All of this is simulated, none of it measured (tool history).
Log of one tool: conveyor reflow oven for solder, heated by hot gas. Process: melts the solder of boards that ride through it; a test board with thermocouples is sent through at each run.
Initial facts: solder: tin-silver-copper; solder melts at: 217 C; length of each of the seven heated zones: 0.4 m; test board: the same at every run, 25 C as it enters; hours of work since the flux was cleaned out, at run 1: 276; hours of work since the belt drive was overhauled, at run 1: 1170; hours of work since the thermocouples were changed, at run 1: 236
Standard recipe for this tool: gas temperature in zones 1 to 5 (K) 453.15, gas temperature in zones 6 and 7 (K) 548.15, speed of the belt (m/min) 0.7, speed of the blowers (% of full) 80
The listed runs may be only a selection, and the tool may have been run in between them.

run	day	gas temperature in zones 1 to 5 (K)	gas temperature in zones 6 and 7 (K)	speed of the belt (m/min)	speed of the blowers (% of full)	hours of work since the flux was cleaned out	hours of work since the belt drive was overhauled	hours of work since the thermocouples were changed	highest temperature of the board (K)	time above the solder's melting point (s)
1	0	453.15	548.15	0.7	80	276	1170	236	532.85	58.5
# day 1.1: flux residue cleaned out of gas plates and filters
2	1.583	453.15	550.15	0.7	80	8	1192	258	533.05	58.7
3	2.612	453.15	559.15	0.7	80	24	1208	274	540.65	62.5
4	4.604	453.15	539.15	0.7	80	56	1240	306	523.65	53
5	6.158	453.15	539.15	0.7	80	80	1265	331	523.25	52.8
6	7.675	453.15	539.15	0.7	80	104	1289	355	523.25	52.7
# day 8.004: belt drive overhauled, speed set with a stopwatch
7	9.004	453.15	539.15	0.7	80	123	16	373	522.05	50.2
8	10.967	453.15	539.15	0.7	68	154	47	404	518.65	46
# day 11.275: flux residue cleaned out of gas plates and filters, once more
9	12.646	453.15	539.15	0.7	68	22	70	428	522.55	50.9
10	14.142	453.15	539.15	0.7	68	46	94	451	522.65	50.9
11	15.083	453.15	548.15	0.612	80	60	109	466	538.15	69
12	16.112	453.15	548.15	0.7	80	77	126	483	534.15	57.9
13	17.129	453.15	548.15	0.7	80	93	142	499	534.35	58.2
14	18.646	451.15	548.15	0.7	80	117	166	523	533.55	57.1
15	20.225	453.15	563.15	0.7	80	142	191	548	546.95	63.7
16	21.85	453.15	555.15	0.837	67	168	217	574	527.95	43.6
17	23.133	467.15	548.15	0.836	68	188	237	594	526.25	47.8
18	24.271	450.15	541.15	0.836	80	207	255	612	520.95	39.9
19	26.271	456.15	551.15	0.694	65	238	287	644	531.75	57.7
20	27.467	456.15	551.15	0.694	65	257	306	663	531.75	57.6
21	29.15	468.15	547.15	0.673	85	284	333	690	537.05	68
# day 29.688: flux residue cleaned out of gas plates and filters
22	30.958	468.15	547.15	0.743	84	20	358	715	536.55	61.4
23	32.008	453.15	540.15	0.7	80	37	375	732	528.45	55.7
24	32.908	453.15	540.15	0.7	80	51	389	746	528.45	55.3
25	34.467	465.15	542.15	0.597	54	76	414	771	528.85	69.7
26	35.879	465.15	542.15	0.597	54	98	436	794	528.55	69.9
27	37.725	466.15	548.15	0.675	80	128	466	823	537.95	67.1
28	38.871	459.15	540.15	0.637	52	146	484	841	522.75	57.3
29	39.721	453.15	558.15	0.7	59	159	497	855	534.85	58.1
30	40.812	461.15	546.15	0.607	65	177	515	872	534.45	70.9

How would selected steps in highest temperature of the board (K) from run to run divide? Give the signed amount a tool lacking its hidden state would still show from settings, what came in and random variation, and the signed amount left for the hidden state, including any gauge scatter that is not in both of the compared results.
Hidden state at play: heat that the gas passes to the board, % of a clean oven's; belt's true speed, % of the reading; true gas temperature in zones 6 and 7 over the reading, C; drift of the gauge itself on peak_c, C; drift of the gauge itself on liquid_s, %.
Run 1 -> 2: gas temperature in zones 6 and 7 (K) 548.15 -> 550.15, flux residue cleaned out of gas plates and filters. highest temperature of the board (K) +0.2: hidden state -1.5, all else +1.7.
Run 3 -> 4: gas temperature in zones 6 and 7 (K) 559.15 -> 539.15. highest temperature of the board (K) -17: hidden state +0.4, all else -17.4.
Run 8 -> 9: flux residue cleaned out of gas plates and filters, once more. highest temperature of the board (K) +3.9: hidden state +4.5, all else -0.6.
Run 10 -> 11: gas temperature in zones 6 and 7 (K) 539.15 -> 548.15, speed of the belt (m/min) 0.7 -> 0.612, speed of the blowers (% of full) 68 -> 80. highest temperature of the board (K) +15.5: hidden state +0.1, all else +15.4.
Run 15 -> 16: gas temperature in zones 6 and 7 (K) 563.15 -> 555.15, speed of the belt (m/min) 0.7 -> 0.837, speed of the blowers (% of full) 80 -> 67. highest temperature of the board (K) -19: hidden state -0.4, all else -18.6.
Run 21 -> 22: speed of the belt (m/min) 0.673 -> 0.743, speed of the blowers (% of full) 85 -> 84, flux residue cleaned out of gas plates and filters. highest temperature of the board (K) -0.5: hidden state +1.7, all else -2.2.

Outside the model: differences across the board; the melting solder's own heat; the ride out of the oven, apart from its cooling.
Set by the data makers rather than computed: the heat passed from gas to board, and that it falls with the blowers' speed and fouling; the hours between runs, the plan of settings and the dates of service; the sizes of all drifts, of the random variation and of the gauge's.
